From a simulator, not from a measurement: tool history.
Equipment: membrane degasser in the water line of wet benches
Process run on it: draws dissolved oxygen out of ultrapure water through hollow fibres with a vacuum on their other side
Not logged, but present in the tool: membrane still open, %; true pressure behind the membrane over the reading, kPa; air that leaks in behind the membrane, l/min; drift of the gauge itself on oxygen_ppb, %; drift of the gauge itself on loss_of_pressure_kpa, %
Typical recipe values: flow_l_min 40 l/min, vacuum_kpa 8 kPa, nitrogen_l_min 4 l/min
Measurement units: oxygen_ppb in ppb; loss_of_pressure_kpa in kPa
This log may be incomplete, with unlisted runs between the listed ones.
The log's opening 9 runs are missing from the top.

run,hour,flow_l_min,vacuum_kpa,nitrogen_l_min,hours since the membrane was changed,hours since the vacuum gauge was calibrated,hours since the vacuum lines were made tight,oxygen_ppb,loss_of_pressure_kpa
10,1201.4,40,6.46,4,2800,3043,6441,103.1,64.31
11,1345.9,40,9.47,4,2945,3187,6585,171.4,64.64
12,1460.3,40,9.47,4,3059,3302,6700,170,64.77
13,1634.7,40,9.47,4,3233,3476,6874,170.8,64.76
14,1744.4,40,9.47,2.44,3343,3586,6984,251.8,64.77
15,1861.6,40,8,4,3460,3703,7101,140,64.85
16,1987.7,40,8,4,3586,3829,7227,139,64.38
17,2120.5,40,8,4,3719,3962,7360,136.9,64.65
18,2194.9,24,16.43,6.76,3794,4036,7434,128.4,39.09
19,2305.6,24,16.43,6.76,3904,4147,7545,126.9,38.87
20,2426.3,52,17.06,4.11,4025,4268,7666,433,84.77
21,2587.1,52,17.06,4.11,4186,4428,7827,428.1,84.67
22,2738.9,52,6.12,2.25,4337,4580,7978,185.8,84.38
23,2866.3,52,6.12,2.25,4465,4708,8106,187.5,84.81
24,2944.9,36,11.75,2.25,4544,4786,8184,327.5,58.51
25,3051.1,36,6.28,6.18,4650,4892,8290,63.8,58.5
26,3140.5,31,8,3.41,4739,4982,8380,120.8,50.91
27,3227.5,59,5.2,1.99,4826,5069,8467,174.8,96.44
28,3374.3,30,18.1,10.26,4973,5216,8614,123.3,48.82
29,3456.3,30,18.1,10.26,5055,5298,8696,122,49.18
30,3572.9,30,18.1,10.26,5172,5414,8812,122.9,49.34

Below are 3 alternative next runs, each starting from the tool's condition after run 30. Predict each:
# hour 3666: vacuum gauge calibrated
A,3713.4,41,8,4,5312,47,8952,?,?
# hour 3666: vacuum gauge calibrated
B,3713.4,40,7.87,5.2,5312,47,8952,?,?
# hour 3666: vacuum gauge calibrated
C,3713.4,24,5.75,4,5312,47,8952,?,?

run,oxygen_ppb,loss_of_pressure_kpa
A,145.4,66.94
B,112.3,65.64
C,47.3,39.31
Take away the tool's hidden state, keep each run's random variation, and the runs would have read:
run,oxygen_ppb,loss_of_pressure_kpa
A,138,64.72
B,105.7,63.46
C,43.8,38
